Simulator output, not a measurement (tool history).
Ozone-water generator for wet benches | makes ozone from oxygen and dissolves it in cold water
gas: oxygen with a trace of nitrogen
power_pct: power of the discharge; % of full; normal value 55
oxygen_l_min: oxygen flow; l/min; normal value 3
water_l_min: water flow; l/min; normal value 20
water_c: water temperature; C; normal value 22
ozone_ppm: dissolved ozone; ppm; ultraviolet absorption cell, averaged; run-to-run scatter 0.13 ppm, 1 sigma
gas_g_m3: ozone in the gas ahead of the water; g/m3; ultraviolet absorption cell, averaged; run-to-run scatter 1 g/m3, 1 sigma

run	hour	power_pct	oxygen_l_min	water_l_min	water_c	ozone_ppm	gas_g_m3
1	0	55	3	20	22	13.3	168.8
2	43.4	55	3	20	22	13.1	168.9
3	103.4	55	3	20	22	13.5	170
4	177.3	55	3	25	22	11	167.5
5	254	55	3	20	22	13.4	168.4
6	332.2	55	3	20	22	13.3	167.6
7	393.4	55	3	20	22	13.6	169.1
8	441.9	55	3	20	22	13.3	168.5
9	514.3	55	3	20	22	13.2	167.5
# hour 521.5: water thermometer calibrated
10	607.4	55	3	20	22	13.2	166.1
11	656.4	55	3	20	29	12.1	167.9
12	695.4	55	3	16	29	14.6	166.4
13	745.4	55	3	16	29	14.5	165.8
14	824.3	55	4.17	19	29	12.3	137.8
15	897.1	83	2.42	13	28	23	252.5
16	968.8	83	2.42	13	28	22.7	250.4
17	1030.3	55	4.41	26	22	10.3	130.4

Expected results for the next run?
# hour 1046.7: water thermometer calibrated, once more
18	1073.6	55	4.41	26	22	?	?

Run 18 produced ozone_ppm 10.5 ppm, gas_g_m3 129.6 g/m3.
With no hidden state in the tool, this same run would have given ozone_ppm 11 ppm, gas_g_m3 135 g/m3.

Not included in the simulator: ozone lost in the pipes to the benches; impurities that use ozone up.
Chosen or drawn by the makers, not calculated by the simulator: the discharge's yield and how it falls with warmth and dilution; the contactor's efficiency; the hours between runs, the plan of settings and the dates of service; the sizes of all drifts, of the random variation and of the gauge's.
